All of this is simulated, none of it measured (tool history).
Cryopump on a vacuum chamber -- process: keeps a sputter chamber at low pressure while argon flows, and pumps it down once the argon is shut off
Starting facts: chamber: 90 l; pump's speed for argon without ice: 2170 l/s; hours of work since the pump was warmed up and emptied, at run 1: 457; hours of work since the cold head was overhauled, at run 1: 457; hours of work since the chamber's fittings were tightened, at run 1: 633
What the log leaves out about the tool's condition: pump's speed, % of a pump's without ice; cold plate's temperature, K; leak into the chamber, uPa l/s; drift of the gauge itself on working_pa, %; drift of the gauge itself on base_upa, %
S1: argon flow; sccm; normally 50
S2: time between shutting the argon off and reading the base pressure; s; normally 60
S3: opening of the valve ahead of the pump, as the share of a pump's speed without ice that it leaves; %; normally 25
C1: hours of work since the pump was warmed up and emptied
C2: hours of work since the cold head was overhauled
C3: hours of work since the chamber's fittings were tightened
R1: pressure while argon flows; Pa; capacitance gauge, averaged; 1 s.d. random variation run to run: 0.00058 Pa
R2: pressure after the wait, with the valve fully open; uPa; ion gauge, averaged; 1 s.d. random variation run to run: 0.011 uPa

| run | hour | S1 | S2 | S3 | C1 | C2 | C3 | R1 | R2 |
|---|---|---|---|---|---|---|---|---|---|
| 1 | 0 | 50 | 60 | 25 | 457 | 457 | 633 | 0.1616 | 0.91 |
| 2 | 16.6 | 50 | 60 | 25 | 470 | 470 | 645 | 0.1629 | 0.92 |
| 3 | 40.5 | 50 | 60 | 25 | 488 | 488 | 664 | 0.1629 | 0.92 |
| 4 | 57.6 | 50 | 60 | 25 | 501 | 501 | 677 | 0.1625 | 0.93 |
| 5 | 75.9 | 50 | 60 | 25 | 515 | 515 | 690 | 0.1627 | 0.95 |
| 6 | 98.4 | 50 | 60 | 25 | 532 | 532 | 708 | 0.1635 | 0.91 |
| 7 | 116.5 | 50 | 60 | 25 | 546 | 546 | 721 | 0.1652 | 0.92 |
| 8 | 127.8 | 50 | 60 | 25 | 554 | 554 | 730 | 0.1636 | 0.93 |
| 9 | 149.2 | 50 | 60 | 25 | 570 | 570 | 746 | 0.1643 | 0.93 |
|  | 160.7 | pump warmed up, emptied and cooled again |
| 10 | 166.1 | 50 | 60 | 25 | 4 | 580 | 755 | 0.1547 | 0.9 |
| 11 | 181.1 | 50 | 60 | 25 | 15 | 591 | 766 | 0.1564 | 0.91 |
| 12 | 192.2 | 50 | 60 | 25 | 24 | 599 | 775 | 0.1565 | 0.88 |
| 13 | 203.6 | 50 | 60 | 25 | 32 | 608 | 784 | 0.1562 | 0.89 |
| 14 | 221.1 | 50 | 60 | 25 | 46 | 621 | 797 | 0.1568 | 0.89 |
| 15 | 241.8 | 50 | 60 | 25 | 61 | 637 | 812 | 0.1566 | 0.9 |
| 16 | 252.1 | 24 | 27 | 31 | 69 | 645 | 820 | 0.0601 | 1.77 |
| 17 | 271.7 | 58 | 48 | 45 | 84 | 660 | 835 | 0.1021 | 1.06 |
| 18 | 289.8 | 58 | 21 | 37 | 98 | 673 | 849 | 0.1241 | 2.19 |
| 19 | 302.6 | 24 | 60 | 46 | 108 | 683 | 859 | 0.0414 | 0.89 |
| 20 | 315.5 | 24 | 115 | 28 | 117 | 693 | 868 | 0.0675 | 0.58 |
| 21 | 339.5 | 31 | 151 | 50 | 136 | 711 | 887 | 0.0497 | 0.46 |
| 22 | 352 | 31 | 151 | 50 | 145 | 721 | 896 | 0.0502 | 0.48 |
| 23 | 369 | 66 | 151 | 50 | 158 | 733 | 909 | 0.1058 | 0.5 |
| 24 | 386.8 | 21 | 150 | 26 | 171 | 747 | 922 | 0.064 | 0.48 |
| 25 | 401.7 | 50 | 121 | 30 | 183 | 758 | 934 | 0.1326 | 0.55 |
| 26 | 416.1 | 89 | 60 | 25 | 194 | 769 | 945 | 0.2828 | 0.92 |

4 options for the next run, each taken on its own from the tool as it stands now. Forecast them:
| A | 426.1 | 28 | 60 | 58 | 201 | 777 | 952 | ? | ? |
| B | 426.1 | 35 | 30 | 45 | 201 | 777 | 952 | ? | ? |
| C | 426.1 | 57 | 60 | 25 | 201 | 777 | 952 | ? | ? |
| D | 426.1 | 28 | 170 | 46 | 201 | 777 | 952 | ? | ? |

| run | R1 | R2 |
|---|---|---|
| A | 0.0392 | 0.92 |
| B | 0.0629 | 1.64 |
| C | 0.1811 | 0.91 |
| D | 0.0494 | 0.46 |
Stripped of hidden state, with their random variation kept, the same runs would have yielded:
| run | R1 | R2 |
|---|---|---|
| A | 0.0375 | 0.85 |
| B | 0.0608 | 1.57 |
| C | 0.1777 | 0.84 |
| D | 0.0478 | 0.39 |
